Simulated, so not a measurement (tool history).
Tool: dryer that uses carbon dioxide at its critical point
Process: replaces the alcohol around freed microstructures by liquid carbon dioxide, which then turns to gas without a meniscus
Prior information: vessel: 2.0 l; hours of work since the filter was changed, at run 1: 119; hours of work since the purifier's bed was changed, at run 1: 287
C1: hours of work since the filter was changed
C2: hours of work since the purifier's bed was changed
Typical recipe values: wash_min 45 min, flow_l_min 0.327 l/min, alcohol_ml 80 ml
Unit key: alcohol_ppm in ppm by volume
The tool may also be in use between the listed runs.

{"run": 1, "hour": 0.0, "wash_min": 45, "flow_l_min": 0.327, "alcohol_ml": 80, "C1": 119, "C2": 287, "alcohol_ppm": 146}
{"run": 2, "hour": 9.5, "wash_min": 45, "flow_l_min": 0.327, "alcohol_ml": 80, "C1": 124, "C2": 292, "alcohol_ppm": 137}
{"run": 3, "hour": 20.1, "wash_min": 45, "flow_l_min": 0.327, "alcohol_ml": 80, "C1": 130, "C2": 297, "alcohol_ppm": 135}
{"run": 4, "hour": 30.1, "wash_min": 45, "flow_l_min": 0.327, "alcohol_ml": 80, "C1": 135, "C2": 303, "alcohol_ppm": 136}
{"run": 5, "hour": 39.4, "wash_min": 45, "flow_l_min": 0.327, "alcohol_ml": 80, "C1": 140, "C2": 308, "alcohol_ppm": 139}
{"run": 6, "hour": 53.8, "wash_min": 45, "flow_l_min": 0.327, "alcohol_ml": 80, "C1": 148, "C2": 316, "alcohol_ppm": 148}
{"run": 7, "hour": 65.0, "wash_min": 45, "flow_l_min": 0.327, "alcohol_ml": 80, "C1": 154, "C2": 322, "alcohol_ppm": 144}
{"run": 8, "hour": 73.1, "wash_min": 45, "flow_l_min": 0.327, "alcohol_ml": 23, "C1": 158, "C2": 326, "alcohol_ppm": 96}

Run 9 is up next; what results do you expect?
{"run": 9, "hour": 85.3, "wash_min": 65, "flow_l_min": 0.211, "alcohol_ml": 23, "C1": 165, "C2": 333, "alcohol_ppm": "?"}

{"run 9": {"alcohol_ppm": 112}}
Had the tool carried no hidden state, the very same run would have given alcohol_ppm 34 ppm by volume.
